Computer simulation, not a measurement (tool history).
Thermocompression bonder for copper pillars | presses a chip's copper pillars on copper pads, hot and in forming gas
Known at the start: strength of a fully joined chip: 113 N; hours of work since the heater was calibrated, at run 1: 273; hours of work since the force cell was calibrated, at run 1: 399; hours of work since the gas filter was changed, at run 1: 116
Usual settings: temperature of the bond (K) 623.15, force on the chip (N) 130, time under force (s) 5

run     day  temperature of the bond (K)  force on the chip (N)  time under force (s)  hours of work since the heater was calibrated  hours of work since the force cell was calibrated  hours of work since the gas filter was changed  force that shears a chip off (N)
  1       0                       623.15                    130                     5                                            273                                                399                                             116                              78.1
  2   0.488                       607.15                    130                     5                                            279                                                405                                             122                                66
  3   0.883                       607.15                    130                     5                                            284                                                410                                             127                                66
  4   1.562                       607.15                    130                     5                                            293                                                418                                             135                                66
  5   2.162                       607.15                    130                     5                                            300                                                426                                             143                              65.8
  6   3.062                       607.15                    130                     5                                            311                                                437                                             154                              65.9
  7   3.938                       636.15                    130                     5                                            322                                                448                                             165                              85.6
  8   4.846                       628.15                    130                     5                                            333                                                459                                             176                                81
  9   5.233                       628.15                    130                     5                                            338                                                464                                             181                              81.1
 10   6.075                       623.15                    130                     5                                            349                                                474                                             191                                76
 11   6.833                       623.15                     94                     5                                            358                                                484                                             201                              61.9
 12   7.488                       623.15                     94                     5                                            366                                                492                                             209                              63.2
 13   8.425                       623.15                    130                     5                                            378                                                503                                             220                                77
 14   8.942                       613.15                    130                     5                                            384                                                510                                             227                              69.6
 15   9.871                       613.15                    130                     5                                            396                                                521                                             238                              70.8
 16  10.292                       624.15                     96                     5                                            401                                                526                                             244                              64.2
 17  10.983                       593.15                    105                     9                                            409                                                535                                             252                              58.8
 18  11.421                       637.15                     91                     5                                            415                                                540                                             258                                71
 19  12.162                       637.15                     91                     5                                            424                                                550                                             267                              70.1
 20  12.596                       640.15                    105                    10                                            429                                                555                                             272                              92.4
 21  13.188                       642.15                    130                     5                                            437                                                562                                             279                              88.4
 22  13.579                       642.15                    130                     5                                            441                                                567                                             284                              88.9
 23  14.467                       642.15                     95                    14                                            452                                                578                                             295                              94.4
 24  15.146                       642.15                     95                    14                                            461                                                587                                             304                              95.2
 25  15.621                       607.15                     82                    13                                            467                                                592                                             310                              66.5
 26  16.442                       607.15                    148                    13                                            477                                                603                                             320                              90.1
 27  16.896                       607.15                    148                    13                                            483                                                608                                             325                              89.4
 28  17.625                       596.15                    130                     4                                            492                                                617                                             334                              53.7
     18.279  -- forming gas filter changed
 29  18.483                       594.15                    110                     5                                            502                                                628                                               3                              50.6
 30  19.079                       613.15                    140                     3                                            509                                                635                                              10                                64

Hidden state at the last listed run before each entry between runs and at the first one after, where it differs:
Between runs 28 and 29: forming gas filter changed (day 18.279)
  oxide that the forming gas leaves, % of the face: 1.02 -> 0.51
